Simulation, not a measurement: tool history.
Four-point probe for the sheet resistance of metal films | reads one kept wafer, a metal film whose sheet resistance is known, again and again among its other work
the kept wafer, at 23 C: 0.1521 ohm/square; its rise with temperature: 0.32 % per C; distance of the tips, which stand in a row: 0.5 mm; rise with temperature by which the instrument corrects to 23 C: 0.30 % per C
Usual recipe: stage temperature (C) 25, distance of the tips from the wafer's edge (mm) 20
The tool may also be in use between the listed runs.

run   hour  stage temperature (C)  distance of the tips from the wafer's edge (mm)  sheet resistance as the instrument gives it (ohm/square)
  1    0.0                     25                                               20                                                  0.151869
  2    6.5                     25                                               20                                                  0.151844
  3   14.5                     25                                               20                                                  0.151847
  4   25.7                     25                                               20                                                  0.151839
  5   41.1                     35                                               20                                                  0.152223
  6   52.6                     35                                               20                                                  0.152224
  7   63.3                     25                                               20                                                  0.151830
  8   76.7                     25                                               20                                                  0.151866
  9   83.8                     25                                               20                                                  0.151842
 10   98.5                     25                                               20                                                  0.151855
 11  114.0                     25                                               20                                                  0.151845
 12  120.8                     25                                               20                                                  0.151855
 13  134.9                     25                                                3                                                  0.154048
 14  149.4                     25                                                3                                                  0.154059
 15  164.2                     20                                                3                                                  0.153850
 16  176.8                     20                                                3                                                  0.153854
 17  191.6                     25                                               20                                                  0.151854
 18  202.2                     25                                               20                                                  0.151830
 19  216.9                     33                                                4                                                  0.153370
 20  228.0                     33                                                4                                                  0.153367
 21  242.3                     33                                                4                                                  0.153349
 22  252.1                     33                                                4                                                  0.153381
 23  266.4                     33                                                4                                                  0.153361
 24  275.9                     28                                                4                                                  0.153126
 25  282.6                     25                                               15                                                  0.151870
 26  292.0                     25                                               15                                                  0.151857
 27  307.2                     25                                               15                                                  0.151865
 28  320.4                     24                                                4                                                  0.152995
 29  330.8                     21                                               19                                                  0.151692
 30  341.6                     26                                               24                                                  0.151865
 31  357.1                     26                                               24                                                  0.151873
 32  366.4                     26                                               24                                                  0.151858
 33  379.7                     23                                               21                                                  0.151750

Some steps in sheet resistance as the instrument gives it (ohm/square) between neighbouring runs. How much of each would the tool show without its hidden state too (settings, what came in, random variation), and how much is left for the hidden state, with any gauge scatter that isn't in both results?
What the log doesn't record here: inner tips' distance over the nominal, %; tips' flats over new ones', %; wafer's true temperature over the reading, C; drift of the gauge itself on sheet_ohm, %.
Run 4 -> 5: stage temperature (C) 25 -> 35. sheet resistance as the instrument gives it (ohm/square) +0.000384: hidden state -0.000004, all else +0.000388.
Run 12 -> 13: distance of the tips from the wafer's edge (mm) 20 -> 3. sheet resistance as the instrument gives it (ohm/square) +0.002193: hidden state -0.000007, all else +0.002200.
Run 16 -> 17: stage temperature (C) 20 -> 25, distance of the tips from the wafer's edge (mm) 3 -> 20. sheet resistance as the instrument gives it (ohm/square) -0.002000: hidden state +0.000002, all else -0.002002.
Run 18 -> 19: stage temperature (C) 25 -> 33, distance of the tips from the wafer's edge (mm) 20 -> 4. sheet resistance as the instrument gives it (ohm/square) +0.001540: hidden state -0.000007, all else +0.001547.
